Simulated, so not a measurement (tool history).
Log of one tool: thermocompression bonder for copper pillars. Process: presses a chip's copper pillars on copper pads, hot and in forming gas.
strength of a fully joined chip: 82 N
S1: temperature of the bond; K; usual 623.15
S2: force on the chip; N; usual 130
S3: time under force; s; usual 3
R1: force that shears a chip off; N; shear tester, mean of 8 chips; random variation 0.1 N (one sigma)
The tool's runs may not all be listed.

run   hour      S1   S2  S3    R1
  1      0  623.15  130   3  31.5
  2    8.4  623.15  130   7  42.8
  3   16.5  623.15  105   7  36.5
  4     24  623.15  130   3  31.3
  5   33.8  623.15  130   3  31.2
  6   46.1  595.15  130   3  21.6
  7     54  595.15  130   3  21.4
  8     61  623.15  130   3  31.3
  9   68.4  620.15  130   3  30.3
 10   79.9  620.15  130   3    30
 11   92.4  593.15  130   3  20.6
 12  102.1  593.15  130   3    21
 13  107.4  593.15  130   3  20.7
 14  116.4  593.15  130   3  20.6
 15  128.2  593.15  130   3  20.6
 16  135.2  599.15  187   3  30.3
     137.6  -- force cell calibrated
 17  146.8  617.15  176   6  45.9
 18  158.7  617.15  176   6  45.8
 19  167.5  623.15  175   6  48.4
 20  173.8  606.15  162   3  29.9
 21  185.5  593.15  136   3  21.4
     190.9  -- force cell calibrated, once more
 22  198.2  641.15   97   3  29.7
 23  203.4  641.15   97   3  29.8
 24  208.8  642.15  172   7  57.2
 25  216.7  629.15  186   3  42.3
 26  221.8  629.15  186   3  42.2
 27  233.6  629.15  186   3  42.4
 28  240.3  629.15  186   3  41.8
 29  248.7  625.15  141   5  39.4
 30  261.1  612.15  147   3    29

3 ways to go on from here, each from the tool as it stands after run 30. What would each give?
  A  269.3  648.15  147   7   ?
  B  269.3  647.15   93   3   ?
  C  269.3  645.15  127   2   ?

run    R1
  A  54.9
  B  30.5
  C  32.6
Without the tool's hidden state the same runs would have given:
run    R1
  A  58.2
  B  32.2
  C  34.5
